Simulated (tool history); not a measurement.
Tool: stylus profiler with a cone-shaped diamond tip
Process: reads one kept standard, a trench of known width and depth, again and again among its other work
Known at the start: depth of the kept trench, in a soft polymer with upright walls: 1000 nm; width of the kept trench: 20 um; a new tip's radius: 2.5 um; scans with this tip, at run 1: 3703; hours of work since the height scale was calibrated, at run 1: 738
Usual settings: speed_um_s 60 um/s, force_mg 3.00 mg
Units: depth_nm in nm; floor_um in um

run,day,speed_um_s,force_mg,scans with this tip,hours of work since the height scale was calibrated,depth_nm,floor_um
1,0.000,60,3.00,3703,738,1006.36,15.23
2,1.083,60,3.00,3758,749,1006.25,15.19
3,2.029,60,1.74,3807,759,1003.82,15.14
4,3.108,60,3.00,3863,770,1006.75,15.20
5,4.838,197,3.00,3952,788,1006.39,14.97
6,5.842,197,3.00,4003,798,1006.01,14.87
7,7.258,197,3.00,4077,813,1005.99,14.89
8,8.479,60,3.00,4139,825,1006.83,15.13
9,9.279,60,1.97,4181,834,1004.48,15.10
10,10.650,60,1.97,4251,848,1004.53,15.06
11,12.108,60,7.14,4326,863,1012.41,15.14
12,13.267,164,3.00,4386,875,1006.21,14.83
13,14.142,60,3.00,4431,884,1006.07,15.09
14,15.250,60,3.00,4488,895,1006.04,15.04
15,16.254,18,3.00,4540,905,1006.21,15.15
16,17.492,18,3.00,4604,918,1006.38,15.09
17,19.204,18,3.00,4692,936,1006.61,15.09
18,20.554,60,5.82,4761,949,1010.44,15.01
19,21.921,60,4.36,4832,964,1008.34,15.02
20,23.008,60,3.00,4888,975,1006.08,14.95
21,23.875,60,3.00,4932,984,1005.94,14.93
22,25.000,60,3.00,4990,995,1006.14,15.01
23,26.650,60,3.00,5075,1012,1005.43,14.94
24,27.717,17,3.66,5130,1023,1006.83,15.03
25,28.462,35,3.65,5169,1031,1006.60,14.94
26,29.700,21,3.68,5233,1043,1007.12,14.95
# day 29.833: height scale calibrated on a step standard
27,30.529,92,3.00,5274,7,1004.88,14.83
28,31.738,90,1.84,5336,20,1002.52,14.81
29,33.388,73,4.24,5421,37,1006.74,14.89
30,34.917,229,6.70,5500,52,1010.20,14.72
31,35.938,31,2.16,5553,63,1003.77,14.90
32,37.554,31,2.16,5636,79,1003.24,14.91
33,39.162,23,3.36,5719,96,1005.03,14.87
34,39.879,219,4.35,5756,103,1007.13,14.62
# day 40.346: height scale calibrated on a step standard, once more
35,41.142,34,3.00,5820,8,1007.41,14.83
36,41.950,33,3.42,5862,17,1007.81,14.84
37,42.704,33,3.42,5900,24,1007.96,14.82
38,43.700,33,3.42,5952,34,1007.85,14.85
39,44.904,104,3.57,6014,47,1008.44,14.69
40,46.579,104,3.57,6100,64,1007.80,14.70
41,47.442,84,4.71,6144,73,1009.98,14.77
42,49.138,84,4.71,6232,90,1009.64,14.71
43,50.129,84,4.71,6283,101,1009.95,14.76
44,51.275,198,1.27,6342,112,1003.22,14.27
45,53.054,60,8.58,6433,131,1014.74,14.71
46,54.417,17,2.12,6504,145,1005.71,14.75

4 ways to go on from here, each from the tool as it stands after run 46. What would each give?
A,55.762,26,4.15,6573,158,?,?
B,55.762,35,2.21,6573,158,?,?
C,55.762,17,1.38,6573,158,?,?
D,55.762,55,1.65,6573,158,?,?

run,depth_nm,floor_um
A,1008.94,14.74
B,1005.46,14.73
C,1003.77,14.76
D,1003.97,14.66
Without the tool's hidden state the same runs would have given:
run,depth_nm,floor_um
A,1009.73,15.96
B,1006.25,15.95
C,1004.55,15.98
D,1004.75,15.88

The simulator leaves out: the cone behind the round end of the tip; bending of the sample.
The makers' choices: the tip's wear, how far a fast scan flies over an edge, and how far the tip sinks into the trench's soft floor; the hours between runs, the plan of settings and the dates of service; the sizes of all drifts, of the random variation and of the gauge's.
